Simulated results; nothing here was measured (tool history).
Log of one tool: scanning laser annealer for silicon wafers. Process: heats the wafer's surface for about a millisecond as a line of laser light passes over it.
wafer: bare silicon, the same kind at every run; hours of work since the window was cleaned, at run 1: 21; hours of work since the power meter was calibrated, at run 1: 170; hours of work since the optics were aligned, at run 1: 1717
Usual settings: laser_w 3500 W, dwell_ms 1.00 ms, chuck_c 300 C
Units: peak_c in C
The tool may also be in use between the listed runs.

run    day  laser_w  dwell_ms  chuck_c  hours of work since the window was cleaned  hours of work since the power meter was calibrated  hours of work since the optics were aligned  peak_c
  1  0.000     3500      1.00      300                                          21                                                 170                                         1717    1132
  2  0.283     3500      1.00      300                                          26                                                 174                                         1722    1133
     0.712  -- optics aligned, line set to its width
  3  0.979     3500      1.00      300                                          34                                                 182                                            4    1134
  4  1.292     3500      1.00      300                                          38                                                 187                                            9    1130
  5  1.692     3518      1.00      300                                          45                                                 193                                           16    1139
  6  2.158     3696      1.00      300                                          52                                                 201                                           23    1194
  7  2.662     3696      0.97      300                                          60                                                 209                                           31    1175
  8  2.983     3696      0.97      300                                          65                                                 214                                           36    1177
  9  3.479     3500      0.71      300                                          73                                                 222                                           44     978
 10  3.854     3500      0.71      300                                          79                                                 228                                           50     978
 11  4.212     3500      0.80      300                                          85                                                 233                                           56    1028
 12  4.425     3500      0.80      300                                          88                                                 237                                           59    1028
 13  4.858     3500      1.00      313                                          95                                                 244                                           66    1146
 14  5.175     3500      1.00      313                                         100                                                 249                                           71    1142
 15  5.496     3500      1.00      313                                         105                                                 254                                           76    1144
 16  5.742     3500      1.00      313                                         109                                                 258                                           80    1147
 17  6.133     3255      1.03      337                                         115                                                 264                                           86    1108
 18  6.621     3255      1.03      337                                         123                                                 272                                           94    1110
 19  6.925     3255      1.03      337                                         128                                                 276                                           99    1108
 20  7.288     3255      1.03      337                                         134                                                 282                                          104    1107
 21  7.500     3255      1.03      337                                         137                                                 286                                          108    1105
 22  7.946     3290      1.03      330                                         144                                                 293                                          115    1108
 23  8.383     3290      1.03      330                                         151                                                 300                                          122    1113
 24  8.767     3290      1.03      330                                         157                                                 306                                          128    1111
 25  9.038     3290      1.03      330                                         161                                                 310                                          132    1110
 26  9.304     3290      1.03      330                                         166                                                 314                                          136    1113

5 ways to go on from here, each from the tool as it stands after run 26. What would each give?
  A  9.592     3712      1.10      300                                         170                                                 319                                          141       ?
  B  9.592     2996      1.03      330                                         170                                                 319                                          141       ?
  C  9.592     3224      1.00      331                                         170                                                 319                                          141       ?
  D  9.592     3290      1.22      330                                         170                                                 319                                          141       ?
  E  9.592     3295      0.99      330                                         170                                                 319                                          141       ?

run  peak_c
  A    1249
  B    1024
  C    1078
  D    1196
  E    1095
Without the tool's hidden state the same runs would have given:
run  peak_c
  A    1249
  B    1024
  C    1078
  D    1196
  E    1095

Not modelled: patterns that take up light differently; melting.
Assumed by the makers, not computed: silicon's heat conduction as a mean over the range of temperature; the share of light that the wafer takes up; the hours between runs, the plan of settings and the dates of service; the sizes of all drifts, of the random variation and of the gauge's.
